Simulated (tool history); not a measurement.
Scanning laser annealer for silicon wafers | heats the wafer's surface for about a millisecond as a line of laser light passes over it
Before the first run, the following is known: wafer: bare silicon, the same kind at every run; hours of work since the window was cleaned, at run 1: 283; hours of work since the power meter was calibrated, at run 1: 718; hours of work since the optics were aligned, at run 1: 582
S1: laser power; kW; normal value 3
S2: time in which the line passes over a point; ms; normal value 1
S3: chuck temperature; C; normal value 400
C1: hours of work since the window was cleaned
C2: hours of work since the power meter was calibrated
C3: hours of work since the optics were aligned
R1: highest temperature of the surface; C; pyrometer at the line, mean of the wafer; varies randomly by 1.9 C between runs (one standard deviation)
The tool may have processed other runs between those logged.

run   hour     S1    S2   S3   C1   C2   C3    R1
  1      0      3     1  400  283  718  582  1127
  2   35.5      3     1  400  304  739  603  1127
  3   70.9  2.992     1  400  324  759  623  1125
  4  109.1      3     1  400  346  781  645  1122
  5  141.6  2.637     1  400  365  800  664  1035
     175.5  -- window over the wafer cleaned
  6  176.4      3     1  388    1  819  683  1124
  7  195.2      3     1  388   11  829  693  1121
  8  211.4  3.103  0.88  389   21  839  703  1094

Run 9 comes next. What will it give?
  9  232.2  3.103  0.88  389  33  851  715   ?

{"run 9": {"R1": 1095}}
Had the tool carried no hidden state, the very same run would have given R1 1102 C.

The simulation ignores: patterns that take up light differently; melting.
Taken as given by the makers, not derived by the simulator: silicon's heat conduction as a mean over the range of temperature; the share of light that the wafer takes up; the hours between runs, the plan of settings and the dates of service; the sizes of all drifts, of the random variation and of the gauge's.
